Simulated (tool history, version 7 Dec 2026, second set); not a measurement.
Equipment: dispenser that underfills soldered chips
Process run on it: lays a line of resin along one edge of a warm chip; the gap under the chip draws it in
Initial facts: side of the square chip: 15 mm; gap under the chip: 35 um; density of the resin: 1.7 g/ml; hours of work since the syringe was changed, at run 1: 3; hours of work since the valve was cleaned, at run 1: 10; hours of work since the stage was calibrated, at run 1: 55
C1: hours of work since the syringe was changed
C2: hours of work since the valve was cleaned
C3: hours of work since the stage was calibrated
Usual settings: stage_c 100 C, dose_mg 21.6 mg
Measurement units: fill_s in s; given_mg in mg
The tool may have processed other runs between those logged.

run 1 day=0 | stage_c=100 dose_mg=21.6 | C1=3 C2=10 C3=55 | fill_s=346.8 given_mg=21.48
run 2 day=0.233 | stage_c=100 dose_mg=21.6 | C1=6 C2=14 C3=59 | fill_s=407.8 given_mg=21.48
run 3 day=0.462 | stage_c=100 dose_mg=19.3 | C1=9 C2=17 C3=62 | fill_s=493.3 given_mg=19.17
-- day=0.525 new syringe of resin
run 4 day=0.704 | stage_c=100 dose_mg=19.3 | C1=3 C2=20 C3=66 | fill_s=357.8 given_mg=19.1
run 5 day=1.029 | stage_c=100 dose_mg=19.3 | C1=7 C2=25 C3=70 | fill_s=457.3 given_mg=19.09
-- day=1.229 new syringe of resin
run 6 day=1.346 | stage_c=100 dose_mg=19.3 | C1=2 C2=30 C3=75 | fill_s=335.6 given_mg=19.05
run 7 day=1.504 | stage_c=100 dose_mg=19.3 | C1=4 C2=32 C3=77 | fill_s=373 given_mg=19.03
run 8 day=1.696 | stage_c=100 dose_mg=21.6 | C1=7 C2=35 C3=80 | fill_s=426.6 given_mg=21.34
-- day=1.938 new syringe of resin
run 9 day=1.938 | stage_c=110 dose_mg=21.6 | C1=0 C2=38 C3=84 | fill_s=194.4 given_mg=21.21
-- day=2.283 dispensing valve cleaned and set on the balance
run 10 day=2.333 | stage_c=110 dose_mg=21.6 | C1=5 C2=1 C3=89 | fill_s=254.1 given_mg=21.58
run 11 day=2.625 | stage_c=110 dose_mg=21.6 | C1=10 C2=5 C3=93 | fill_s=314 given_mg=21.56
-- day=2.688 new syringe of resin
run 12 day=2.938 | stage_c=110 dose_mg=21.6 | C1=4 C2=10 C3=98 | fill_s=227.1 given_mg=21.52
run 13 day=3.233 | stage_c=110 dose_mg=21.6 | C1=8 C2=14 C3=102 | fill_s=282.9 given_mg=21.46
-- day=3.396 new syringe of resin
run 14 day=3.488 | stage_c=110 dose_mg=21.6 | C1=1 C2=17 C3=106 | fill_s=206.6 given_mg=21.41
run 15 day=3.8 | stage_c=100 dose_mg=26.8 | C1=6 C2=22 C3=110 | fill_s=398 given_mg=26.49
run 16 day=4.05 | stage_c=100 dose_mg=24.1 | C1=10 C2=26 C3=114 | fill_s=481.7 given_mg=23.82
-- day=4.096 new syringe of resin
run 17 day=4.396 | stage_c=100 dose_mg=24.1 | C1=4 C2=31 C3=119 | fill_s=371.3 given_mg=23.71
run 18 day=4.6 | stage_c=108 dose_mg=24.1 | C1=7 C2=34 C3=122 | fill_s=296.4 given_mg=23.74
-- day=4.808 new syringe of resin
run 19 day=4.862 | stage_c=100 dose_mg=21.6 | C1=1 C2=38 C3=126 | fill_s=315.3 given_mg=21.2
run 20 day=5.067 | stage_c=97 dose_mg=23.4 | C1=4 C2=41 C3=129 | fill_s=415.2 given_mg=22.96
-- day=5.267 dispensing valve cleaned and set on the balance
run 21 day=5.433 | stage_c=111 dose_mg=23.9 | C1=9 C2=2 C3=133 | fill_s=278.4 given_mg=23.88
-- day=5.554 new syringe of resin
run 22 day=5.8 | stage_c=112 dose_mg=19.9 | C1=4 C2=8 C3=139 | fill_s=211.2 given_mg=19.76
run 23 day=6.075 | stage_c=96 dose_mg=26.3 | C1=8 C2=12 C3=143 | fill_s=521.3 given_mg=26.14
-- day=6.262 new syringe of resin
run 24 day=6.362 | stage_c=105 dose_mg=27.4 | C1=1 C2=16 C3=147 | fill_s=249.1 given_mg=27.16
run 25 day=6.633 | stage_c=105 dose_mg=27.4 | C1=6 C2=20 C3=151 | fill_s=299.6 given_mg=27.09
-- day=6.979 new syringe of resin
run 26 day=6.983 | stage_c=105 dose_mg=27.4 | C1=0 C2=25 C3=156 | fill_s=229.8 given_mg=27.11
run 27 day=7.25 | stage_c=92 dose_mg=27.3 | C1=4 C2=29 C3=160 | fill_s=509.8 given_mg=26.89
run 28 day=7.471 | stage_c=109 dose_mg=19 | C1=7 C2=32 C3=163 | fill_s=285.1 given_mg=18.7
-- day=7.679 new syringe of resin
run 29 day=7.679 | stage_c=109 dose_mg=19 | C1=0 C2=35 C3=166 | fill_s=201.2 given_mg=18.69
run 30 day=7.988 | stage_c=109 dose_mg=19 | C1=5 C2=40 C3=171 | fill_s=253.4 given_mg=18.66
-- day=8.275 dispensing valve cleaned and set on the balance
run 31 day=8.342 | stage_c=106 dose_mg=19.3 | C1=9 C2=1 C3=175 | fill_s=361.8 given_mg=19.33
-- day=8.425 new syringe of resin
run 32 day=8.65 | stage_c=104 dose_mg=21.6 | C1=3 C2=5 C3=180 | fill_s=292.2 given_mg=21.57
run 33 day=9 | stage_c=94 dose_mg=26.5 | C1=9 C2=11 C3=185 | fill_s=599.1 given_mg=26.41
-- day=9.133 new syringe of resin
run 34 day=9.317 | stage_c=99 dose_mg=23 | C1=3 C2=15 C3=189 | fill_s=342 given_mg=22.87
run 35 day=9.675 | stage_c=100 dose_mg=24.8 | C1=8 C2=20 C3=195 | fill_s=436.3 given_mg=24.54
-- day=9.833 new syringe of resin
run 36 day=9.842 | stage_c=103 dose_mg=19.5 | C1=0 C2=23 C3=197 | fill_s=266.4 given_mg=19.29
run 37 day=10.104 | stage_c=98 dose_mg=26.7 | C1=4 C2=27 C3=201 | fill_s=401.4 given_mg=26.43

3 options for the next run, each taken on its own from the tool as it stands now. Forecast them:
run A day=10.388 | stage_c=100 dose_mg=22.8 | C1=8 C2=31 C3=205 | fill_s=? given_mg=?
run B day=10.388 | stage_c=113 dose_mg=20.4 | C1=8 C2=31 C3=205 | fill_s=? given_mg=?
run C day=10.388 | stage_c=90 dose_mg=26.2 | C1=8 C2=31 C3=205 | fill_s=? given_mg=?

run=A fill_s=450.6 given_mg=22.53
run=B fill_s=252.3 given_mg=20.12
run=C fill_s=717.6 given_mg=25.89
Stripped of hidden state, with their random variation kept, the same runs would have yielded:
run=A fill_s=309.6 given_mg=22.82
run=B fill_s=172.6 given_mg=20.38
run=C fill_s=495.3 given_mg=26.22
